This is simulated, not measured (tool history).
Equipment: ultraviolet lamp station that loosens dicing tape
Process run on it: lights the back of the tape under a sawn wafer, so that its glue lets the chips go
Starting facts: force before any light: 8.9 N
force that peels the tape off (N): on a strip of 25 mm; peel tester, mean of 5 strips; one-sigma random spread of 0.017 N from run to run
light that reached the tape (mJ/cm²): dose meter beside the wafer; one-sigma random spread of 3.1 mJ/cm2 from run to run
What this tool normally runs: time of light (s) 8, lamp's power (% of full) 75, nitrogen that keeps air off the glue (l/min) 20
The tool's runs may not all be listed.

| run | hour | time of light (s) | lamp's power (% of full) | nitrogen that keeps air off the glue (l/min) | force that peels the tape off (N) | light that reached the tape (mJ/cm²) |
|---|---|---|---|---|---|---|
| 1 | 0.0 | 8 | 75 | 20 | 0.832 | 487 |
| 2 | 45.0 | 5 | 75 | 20 | 1.867 | 301 |
| 3 | 95.9 | 8 | 75 | 20 | 0.806 | 481 |
| 4 | 160.9 | 8 | 75 | 20 | 0.824 | 482 |
| 5 | 217.9 | 8 | 77 | 20 | 0.759 | 493 |
| 6 | 299.5 | 8 | 75 | 20 | 0.808 | 475 |
| 7 | 343.3 | 8 | 75 | 20 | 0.820 | 486 |
| 8 | 393.6 | 8 | 75 | 20 | 0.832 | 480 |
| 9 | 452.9 | 8 | 75 | 20 | 0.809 | 486 |
| 10 | 533.8 | 8 | 75 | 20 | 0.814 | 482 |
| 11 | 619.1 | 8 | 75 | 20 | 0.827 | 486 |
|  | 637.3 | window cleaned of glue's vapour |
| 12 | 707.0 | 8 | 75 | 20 | 0.834 | 483 |
| 13 | 752.3 | 8 | 75 | 20 | 0.812 | 479 |
| 14 | 836.6 | 6 | 75 | 25 | 1.209 | 365 |
| 15 | 907.9 | 6 | 75 | 25 | 1.226 | 359 |
| 16 | 949.4 | 6 | 75 | 25 | 1.237 | 363 |
| 17 | 1024.1 | 8 | 86 | 13 | 0.843 | 556 |
| 18 | 1109.3 | 7 | 69 | 13 | 1.655 | 388 |
| 19 | 1167.6 | 7 | 69 | 13 | 1.585 | 390 |
| 20 | 1226.4 | 7 | 69 | 13 | 1.638 | 391 |
| 21 | 1309.9 | 8 | 66 | 20 | 1.060 | 423 |
| 22 | 1391.7 | 8 | 66 | 20 | 1.076 | 425 |
| 23 | 1454.0 | 8 | 63 | 6 | 2.450 | 402 |
| 24 | 1491.6 | 8 | 63 | 6 | 2.289 | 405 |
| 25 | 1553.6 | 11 | 66 | 20 | 0.552 | 582 |

3 ways to go on from here, each from the tool as it stands after run 25. What would each give?
| A | 1602.8 | 12 | 85 | 14 | ? | ? |
| B | 1602.8 | 12 | 73 | 23 | ? | ? |
| C | 1602.8 | 9 | 97 | 16 | ? | ? |

| run | force that peels the tape off (N) | light that reached the tape (mJ/cm²) |
|---|---|---|
| A | 0.413 | 825 |
| B | 0.357 | 702 |
| C | 0.462 | 705 |
Without the tool's unlogged condition, the same runs would have read:
| run | force that peels the tape off (N) | light that reached the tape (mJ/cm²) |
|---|---|---|
| A | 0.412 | 827 |
| B | 0.355 | 703 |
| C | 0.460 | 707 |
